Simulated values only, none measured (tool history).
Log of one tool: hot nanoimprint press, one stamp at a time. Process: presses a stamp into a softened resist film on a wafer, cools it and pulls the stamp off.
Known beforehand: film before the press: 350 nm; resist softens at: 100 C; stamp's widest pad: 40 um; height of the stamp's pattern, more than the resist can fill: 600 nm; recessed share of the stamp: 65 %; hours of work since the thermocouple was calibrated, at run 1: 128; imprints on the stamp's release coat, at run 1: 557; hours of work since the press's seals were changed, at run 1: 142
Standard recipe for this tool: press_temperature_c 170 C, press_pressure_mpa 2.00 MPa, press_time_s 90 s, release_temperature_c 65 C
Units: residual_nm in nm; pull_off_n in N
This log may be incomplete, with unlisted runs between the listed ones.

run     day  press_temperature_c  press_pressure_mpa  press_time_s  release_temperature_c  hours of work since the thermocouple was calibrated  imprints on the stamp's release coat  hours of work since the press's seals were changed  residual_nm  pull_off_n
  1   0.000                  170                2.00            90                     65                                                  128                                   557                                                 142        185.9         140
  2   0.804                  170                2.00            90                     65                                                  137                                   590                                                 151        185.6         144
  3   1.725                  170                2.00            90                     65                                                  148                                   628                                                 162        185.8         143
  4   2.333                  170                2.01            90                     65                                                  155                                   653                                                 169        185.6         143
      3.025  -- stamp cleaned and given a new release coat
  5   3.062                  170                2.01            90                     65                                                  161                                     1                                                 175        185.3         121
  6   3.779                  170                2.01            90                     65                                                  170                                    31                                                 184        185.7         121
  7   4.242                  170                2.00            90                     65                                                  175                                    50                                                 189        185.5         120
  8   4.871                  180                2.00            90                     65                                                  183                                    76                                                 197        142.4         122
  9   5.275                  180                2.00            90                     65                                                  187                                    93                                                 201        142.1         123
 10   5.667                  180                2.00            90                     65                                                  192                                   109                                                 206        142.4         124
 11   6.125                  181                2.24           116                     71                                                  197                                   128                                                 212        118.3         100
 12   6.562                  181                2.24           116                     71                                                  203                                   146                                                 217        118.2         101
      6.762  -- plate thermocouple calibrated
 13   7.088                  181                2.24           116                     71                                                    4                                   163                                                 222        117.8         102
 14   7.883                  180                2.50            97                     66                                                   13                                   196                                                 231        124.6         120
 15   8.446                  170                2.51            87                     53                                                   20                                   219                                                 238        171.7         167
 16   8.917                  170                2.29           124                     73                                                   26                                   238                                                 243        155.1          94
 17   9.429                  170                2.00            64                     53                                                   32                                   260                                                 249        207.5         169
 18   9.988                  170                3.09            57                     67                                                   38                                   283                                                 256        186.0         119
     10.212  -- plate thermocouple calibrated, once more
 19  10.779                  170                3.09            57                     67                                                    7                                   311                                                 264        188.6         123
 20  11.312                  178                2.00           116                     64                                                   13                                   333                                                 270        136.4         137

Forecast each of these 4 alternatives for the next run:
  A  11.708                  178                2.00           136                     64                                                   18                                   349                                                 275            ?           ?
  B  11.708                  165                2.00           141                     54                                                   18                                   349                                                 275            ?           ?
  C  11.708                  177                2.00            70                     64                                                   18                                   349                                                 275            ?           ?
  D  11.708                  178                2.00           116                     61                                                   18                                   349                                                 275            ?           ?

run  residual_nm  pull_off_n
  A        127.4         138
  B        183.3         176
  C        171.1         135
  D        136.1         146
Without the tool's hidden state the same runs would have given:
run  residual_nm  pull_off_n
  A        126.8         123
  B        182.6         157
  C        170.4         121
  D        135.5         131

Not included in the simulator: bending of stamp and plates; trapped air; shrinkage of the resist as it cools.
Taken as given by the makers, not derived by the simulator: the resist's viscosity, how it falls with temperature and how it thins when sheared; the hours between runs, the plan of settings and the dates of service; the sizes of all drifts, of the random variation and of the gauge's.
